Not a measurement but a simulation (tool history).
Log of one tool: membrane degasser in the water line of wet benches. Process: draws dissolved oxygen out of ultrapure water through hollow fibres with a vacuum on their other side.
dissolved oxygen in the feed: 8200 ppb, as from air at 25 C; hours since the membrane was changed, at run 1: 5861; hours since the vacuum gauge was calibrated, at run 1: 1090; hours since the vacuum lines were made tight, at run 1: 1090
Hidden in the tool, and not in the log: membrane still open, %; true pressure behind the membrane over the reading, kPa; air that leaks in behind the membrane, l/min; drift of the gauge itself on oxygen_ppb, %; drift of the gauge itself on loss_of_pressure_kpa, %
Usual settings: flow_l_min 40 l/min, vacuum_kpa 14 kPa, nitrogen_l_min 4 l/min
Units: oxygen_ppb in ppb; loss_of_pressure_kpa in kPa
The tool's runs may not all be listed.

run    hour  flow_l_min  vacuum_kpa  nitrogen_l_min  hours since the membrane was changed  hours since the vacuum gauge was calibrated  hours since the vacuum lines were made tight  oxygen_ppb  loss_of_pressure_kpa
  1       0          40          14               4                                  5861                                         1090                                          1090       266.2                  26.5
  2   176.1          40          14               4                                  6037                                         1266                                          1266       268.2                 26.62
  3   429.5          40          14               4                                  6291                                         1520                                          1520       268.4                 26.75
  4   633.8          40          14               4                                  6495                                         1724                                          1724       269.6                 26.74
  5   753.1          40          14            6.26                                  6614                                         1843                                          1843       183.5                 26.55
  6   980.7          40          14            6.26                                  6842                                         2071                                          2071         183                 26.66
  7  1125.2          40          14            7.28                                  6987                                         2215                                          2215       161.3                  26.6
  8  1320.7          40          14            7.28                                  7182                                         2411                                          2411       162.8                 26.68
  9  1494.6          40        26.4               4                                  7356                                         2585                                          2585         538                 26.82
 10  1744.4          40        26.4               4                                  7606                                         2835                                          2835       537.8                 26.89
 11  1886.5          40        26.4               4                                  7748                                         2977                                          2977         541                 26.73
 12  2136.1          40        26.4               4                                  7997                                         3226                                          3226       538.9                 26.59
 13  2316.9          32        26.4               4                                  8178                                         3407                                          3407       442.9                 21.53
 14  2489.6          32        26.4               4                                  8351                                         3580                                          3580       438.7                 21.41
 15    2640          32        19.6            1.69                                  8501                                         3730                                          3730       671.6                 21.44
 16  2880.8          52        29.1            3.55                                  8742                                         3971                                          3971       846.6                 34.94
 17  3041.6          40        21.1               4                                  8903                                         4132                                          4132       429.9                 26.86
 18  3242.8          41        13.2               4                                  9104                                         4333                                          4333       264.6                 27.62
 19  3440.3          62          14               4                                  9302                                         4531                                          4531       461.6                 41.77
 20  3694.9          62        12.8            2.38                                  9556                                         4785                                          4785       619.8                 41.75
 21  3877.5          62        12.8            2.38                                  9739                                         4968                                          4968       619.8                 41.78
 22  4113.1          62        12.8            2.38                                  9974                                         5203                                          5203         615                 41.67
 23  4271.3          62        12.8            2.38                                 10133                                         5362                                          5362         612                 42.03
 24  4394.4          40          14            4.58                                 10256                                         5485                                          5485       249.3                 27.05
 25  4519.8          35          14               4                                 10381                                         5610                                          5610       241.3                 23.65
 26  4738.7          35          14               4                                 10600                                         5829                                          5829       239.6                 23.63
 27  4863.3          35          14               4                                 10725                                         5954                                          5954       241.9                 23.69
 28  5000.2          56         8.5            2.87                                 10861                                         6090                                          6090       312.1                 37.75

Measured less the same run without the tool's hidden state. The same run-to-run variation is in both; the gauge's scatter may not be:
run  oxygen_ppb  loss_of_pressure_kpa
  1        +5.1                 +0.65
  2        +5.6                 +0.66
  3        +6.2                  +0.7
  4        +6.8                 +0.73
  5        +5.7                 +0.73
  6        +6.1                 +0.76
  7        +5.9                 +0.78
  8        +6.3                  +0.8
  9        +9.6                 +0.83
 10       +10.3                 +0.86
 11       +10.8                 +0.87
 12       +11.4                 +0.89
 13        +9.6                 +0.73
 14        +9.9                 +0.75
 15       +16.5                 +0.76
 16       +19.7                 +1.28
 17       +13.5                 +1.01
 18       +13.8                 +1.06
 19       +27.1                 +1.63
 20       +34.8                 +1.68
 21       +35.7                 +1.72
 22       +36.7                 +1.75
 23       +37.4                 +1.78
 24       +15.2                 +1.16
 25         +14                 +1.03
 26       +14.4                 +1.05
 27       +14.8                 +1.06
 28       +34.3                 +1.72
